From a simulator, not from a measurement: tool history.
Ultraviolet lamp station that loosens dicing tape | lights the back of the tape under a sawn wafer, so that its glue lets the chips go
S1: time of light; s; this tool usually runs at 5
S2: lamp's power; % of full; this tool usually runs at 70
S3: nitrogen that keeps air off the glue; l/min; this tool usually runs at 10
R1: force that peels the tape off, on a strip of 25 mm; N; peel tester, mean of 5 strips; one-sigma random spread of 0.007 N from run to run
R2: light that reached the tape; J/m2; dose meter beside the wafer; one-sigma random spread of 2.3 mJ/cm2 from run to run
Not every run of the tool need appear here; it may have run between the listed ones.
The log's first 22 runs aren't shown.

run,hour,S1,S2,S3,R1,R2
23,215.5,4,88,10,0.305,2280
24,222.3,4,75,14,0.356,1920
25,230.9,7,62,8,0.217,2800
26,242.1,7,62,8,0.212,2790
27,249.7,5,90,10,0.174,2890
28,259.9,5,84,9,0.212,2630
29,268.9,7,85,9,0.123,3800
30,281.3,5,93,10,0.167,2910
31,292.3,2,77,10,1.872,980

Here are 4 independent what-if runs from the current tool condition. What would each one return?
A,303.1,2,77,10,?,?
B,303.1,2,85,6,?,?
C,303.1,2,71,4,?,?
D,303.1,6,81,5,?,?

run,R1,R2
A,1.922,950
B,2.075,1040
C,3.098,860
D,0.244,3090
Without the tool's hidden state the same runs would have given:
run,R1,R2
A,1.595,1060
B,1.737,1170
C,2.713,960
D,0.187,3450
